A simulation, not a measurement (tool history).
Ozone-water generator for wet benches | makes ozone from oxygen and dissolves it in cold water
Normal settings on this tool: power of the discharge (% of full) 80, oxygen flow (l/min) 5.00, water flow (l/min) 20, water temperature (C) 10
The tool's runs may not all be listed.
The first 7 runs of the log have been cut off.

| run | hour | power of the discharge (% of full) | oxygen flow (l/min) | water flow (l/min) | water temperature (C) | hours of work since the electrodes were changed | hours of work since the contactor was cleaned | hours of work since the thermometer was calibrated | dissolved ozone (ppm) | ozone in the gas ahead of the water (g/m3) |
|---|---|---|---|---|---|---|---|---|---|---|
| 8 | 616.0 | 47 | 5.00 | 20 | 10 | 3696 | 590 | 3696 | 14.8 | 127.9 |
| 9 | 721.9 | 47 | 5.00 | 20 | 10 | 3786 | 681 | 3786 | 14.9 | 126.7 |
| 10 | 796.0 | 47 | 5.00 | 20 | 10 | 3849 | 744 | 3849 | 14.7 | 126.9 |
|  | 834.4 | water thermometer calibrated |
| 11 | 850.5 | 47 | 5.00 | 20 | 10 | 3896 | 790 | 14 | 14.8 | 127.4 |
| 12 | 904.5 | 47 | 5.00 | 20 | 10 | 3942 | 836 | 60 | 14.6 | 125.4 |
| 13 | 994.5 | 47 | 5.00 | 20 | 10 | 4019 | 913 | 137 | 14.7 | 126.5 |
| 14 | 1065.1 | 80 | 5.00 | 20 | 10 | 4079 | 974 | 197 | 21.8 | 184.4 |
| 15 | 1137.5 | 80 | 5.00 | 20 | 10 | 4141 | 1035 | 259 | 21.2 | 186.0 |
| 16 | 1223.3 | 80 | 5.00 | 20 | 10 | 4214 | 1109 | 332 | 21.3 | 184.2 |
| 17 | 1311.4 | 80 | 5.00 | 20 | 10 | 4290 | 1184 | 408 | 20.9 | 183.7 |
| 18 | 1381.0 | 80 | 5.00 | 20 | 10 | 4349 | 1244 | 467 | 21.1 | 185.1 |
| 19 | 1483.7 | 80 | 5.00 | 20 | 10 | 4437 | 1331 | 555 | 21.0 | 182.4 |
| 20 | 1527.8 | 87 | 5.00 | 16 | 6 | 4475 | 1369 | 593 | 29.0 | 190.8 |
| 21 | 1598.6 | 87 | 5.00 | 14 | 15 | 4535 | 1430 | 653 | 27.9 | 190.7 |
| 22 | 1687.1 | 51 | 5.18 | 13 | 15 | 4611 | 1505 | 729 | 20.4 | 130.2 |
| 23 | 1742.2 | 80 | 3.91 | 20 | 10 | 4658 | 1552 | 776 | 20.2 | 207.2 |
| 24 | 1834.5 | 80 | 7.76 | 26 | 17 | 4737 | 1631 | 855 | 14.9 | 143.1 |
| 25 | 1900.5 | 80 | 7.76 | 26 | 17 | 4793 | 1688 | 911 | 14.7 | 142.0 |

The next listed run, before its measurement:
| 26 | 1963.1 | 80 | 7.76 | 26 | 17 | 4847 | 1741 | 965 | ? | ? |

dissolved ozone (ppm): 14.6
ozone in the gas ahead of the water (g/m3): 139.6
Minus the tool's unlogged condition, the same run would have read dissolved ozone (ppm) 18.0, ozone in the gas ahead of the water (g/m3) 164.7.
